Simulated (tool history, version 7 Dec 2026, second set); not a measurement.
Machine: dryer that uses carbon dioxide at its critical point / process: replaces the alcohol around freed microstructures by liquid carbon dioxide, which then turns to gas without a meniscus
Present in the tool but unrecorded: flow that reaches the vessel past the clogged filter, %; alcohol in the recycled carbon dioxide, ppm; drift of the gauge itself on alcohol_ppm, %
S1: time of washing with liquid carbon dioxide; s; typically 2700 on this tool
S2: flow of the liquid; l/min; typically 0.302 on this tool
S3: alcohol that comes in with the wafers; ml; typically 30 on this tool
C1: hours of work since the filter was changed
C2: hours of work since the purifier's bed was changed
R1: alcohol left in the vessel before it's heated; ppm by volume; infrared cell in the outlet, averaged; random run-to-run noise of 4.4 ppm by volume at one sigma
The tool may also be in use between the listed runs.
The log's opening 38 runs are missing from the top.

| run | day | S1 | S2 | S3 | C1 | C2 | R1 |
|---|---|---|---|---|---|---|---|
| 39 | 77.850 | 2040 | 0.503 | 83 | 110 | 537 | 54 |
| 40 | 79.267 | 2460 | 0.182 | 20 | 136 | 563 | 552 |
| 41 | 81.417 | 2460 | 0.182 | 20 | 176 | 603 | 578 |
| 42 | 83.117 | 2220 | 0.219 | 107 | 208 | 635 | 2443 |
|  | 84.733 | inlet filter changed |
| 43 | 84.733 | 2220 | 0.219 | 107 | 0 | 664 | 1777 |
| 44 | 87.538 | 3180 | 0.434 | 58 | 52 | 717 | 31 |
| 45 | 88.754 | 2400 | 0.302 | 27 | 75 | 740 | 127 |
| 46 | 90.217 | 2400 | 0.302 | 27 | 102 | 767 | 127 |

What if the next run were any one of these 5? Each begins from the tool's condition after run 46:
| A | 92.604 | 1860 | 0.260 | 30 | 147 | 811 | ? |
| B | 92.604 | 2100 | 0.302 | 27 | 147 | 811 | ? |
| C | 92.604 | 2400 | 0.233 | 27 | 147 | 811 | ? |
| D | 92.604 | 2400 | 0.352 | 110 | 147 | 811 | ? |
| E | 92.604 | 3600 | 0.248 | 30 | 147 | 811 | ? |

| run | R1 |
|---|---|
| A | 659 |
| B | 235 |
| C | 378 |
| D | 239 |
| E | 66 |
Take away the tool's hidden state, keep each run's random variation, and the runs would have read:
| run | R1 |
|---|---|
| A | 495 |
| B | 153 |
| C | 266 |
| D | 140 |
| E | 26 |
